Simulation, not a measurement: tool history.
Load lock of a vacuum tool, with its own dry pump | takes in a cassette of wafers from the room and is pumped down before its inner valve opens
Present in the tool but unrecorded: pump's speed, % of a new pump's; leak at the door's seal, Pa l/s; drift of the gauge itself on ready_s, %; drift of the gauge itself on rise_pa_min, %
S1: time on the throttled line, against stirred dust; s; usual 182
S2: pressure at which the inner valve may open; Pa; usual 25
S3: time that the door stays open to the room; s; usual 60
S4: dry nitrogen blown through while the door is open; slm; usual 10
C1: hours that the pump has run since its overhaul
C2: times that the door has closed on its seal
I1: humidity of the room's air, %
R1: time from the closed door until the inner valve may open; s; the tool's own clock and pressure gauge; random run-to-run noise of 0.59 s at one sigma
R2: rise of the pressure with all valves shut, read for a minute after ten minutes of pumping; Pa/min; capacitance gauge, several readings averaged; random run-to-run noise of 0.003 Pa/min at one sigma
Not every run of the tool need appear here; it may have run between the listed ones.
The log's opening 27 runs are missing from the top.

run 28 hour=7271.8 | S1=151 S2=50 S3=42 S4=9 | C1=3431 C2=12418 | I1=45.8 | R1=224.1 R2=0.05
run 29 hour=7508.4 | S1=151 S2=50 S3=42 S4=9 | C1=3668 C2=13435 | I1=45.5 | R1=225.1 R2=0.055
run 30 hour=7753.2 | S1=151 S2=50 S3=42 S4=9 | C1=3913 C2=14488 | I1=41.3 | R1=225.4 R2=0.057
run 31 hour=7980 | S1=126 S2=23 S3=137 S4=7 | C1=4140 C2=15463 | I1=40.7 | R1=212.9 R2=0.07
run 32 hour=8326 | S1=182 S2=25 S3=152 S4=8 | C1=4486 C2=16950 | I1=45.4 | R1=260.9 R2=0.081
run 33 hour=8552.1 | S1=155 S2=25 S3=115 S4=10 | C1=4712 C2=17923 | I1=42.8 | R1=237.6 R2=0.079
run 34 hour=8801.4 | S1=155 S2=25 S3=115 S4=10 | C1=4961 C2=18994 | I1=45.8 | R1=237.8 R2=0.086
run 35 hour=9104.9 | S1=211 S2=21 S3=58 S4=5 | C1=5264 C2=20299 | I1=43.2 | R1=289.4 R2=0.096
run 36 hour=9412.4 | S1=211 S2=21 S3=58 S4=5 | C1=5572 C2=21621 | I1=45.1 | R1=289.7 R2=0.096
run 37 hour=9650.7 | S1=269 S2=44 S3=37 S4=29 | C1=5810 C2=22646 | I1=46.3 | R1=330.3 R2=0.086
run 38 hour=9989.6 | S1=182 S2=25 S3=132 S4=10 | C1=6149 C2=24103 | I1=46.4 | R1=262.1 R2=0.114

Here are 3 independent what-if runs from the current tool condition. What would each one return?
run A hour=10278.2 | S1=155 S2=47 S3=85 S4=10 | C1=6438 C2=25344 | I1=42.4 | R1=? R2=?
run B hour=10278.2 | S1=182 S2=25 S3=76 S4=10 | C1=6438 C2=25344 | I1=48.9 | R1=? R2=?
run C hour=10278.2 | S1=193 S2=25 S3=157 S4=14 | C1=6438 C2=25344 | I1=44.4 | R1=? R2=?

run=A R1=229.8 R2=0.115
run=B R1=261.3 R2=0.116
run=C R1=272.2 R2=0.116
With no hidden state in the tool, these same runs would have given:
run=A R1=226.1 R2=0.019
run=B R1=257.3 R2=0.018
run=C R1=268.3 R2=0.019
